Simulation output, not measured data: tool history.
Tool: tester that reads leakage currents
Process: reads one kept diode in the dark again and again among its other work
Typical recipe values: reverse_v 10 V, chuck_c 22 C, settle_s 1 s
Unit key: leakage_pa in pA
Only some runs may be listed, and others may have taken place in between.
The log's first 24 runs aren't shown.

run	hour	reverse_v	chuck_c	settle_s	hours of work since the probe card was cleaned	hours of work since the tester was calibrated	hours of work since the chuck was calibrated	leakage_pa
25	722.2	1	58	5.39	895	411	714	559.84
26	760.7	1	58	5.39	912	427	731	559.89
27	782.1	1.5	22	0.31	921	437	740	44.04
28	806.6	1.5	22	0.31	932	447	751	44
29	847.9	19	22	5.6	949	465	769	115.99
30	868	1.7	58	1.76	958	474	777	684.48
31	887.2	1.7	58	1.76	967	482	786	684.15
32	922.4	1.7	58	1.76	982	498	801	686.39
33	954.8	10	22	2.1	996	512	815	90.48
34	980.3	10	22	2.1	1007	523	826	90.3
35	1005.5	7.8	22	2.1	1018	534	837	81.76
36	1023.1	7.8	22	2.1	1026	541	845	82.28
37	1046	3.3	22	0.35	1036	551	855	60.03
38	1085.4	18.7	27	1.76	1053	568	872	174.75
39	1110.9	13.5	56	0.96	1064	580	883	1332.66

Predict each of these 4 candidate next runs independently; none follows another, all start after run 39:
A	1134.6	13.5	55	0.96	1074	590	893	?
B	1134.6	10	26	1	1074	590	893	?
C	1134.6	1.1	22	1	1074	590	893	?
D	1134.6	19.3	52	1	1074	590	893	?

run	leakage_pa
A	1240.14
B	126.71
C	38.69
D	1158.9
Without the tool's hidden state the same runs would have given:
run	leakage_pa
A	1240.72
B	126.72
C	38.71
D	1159.4
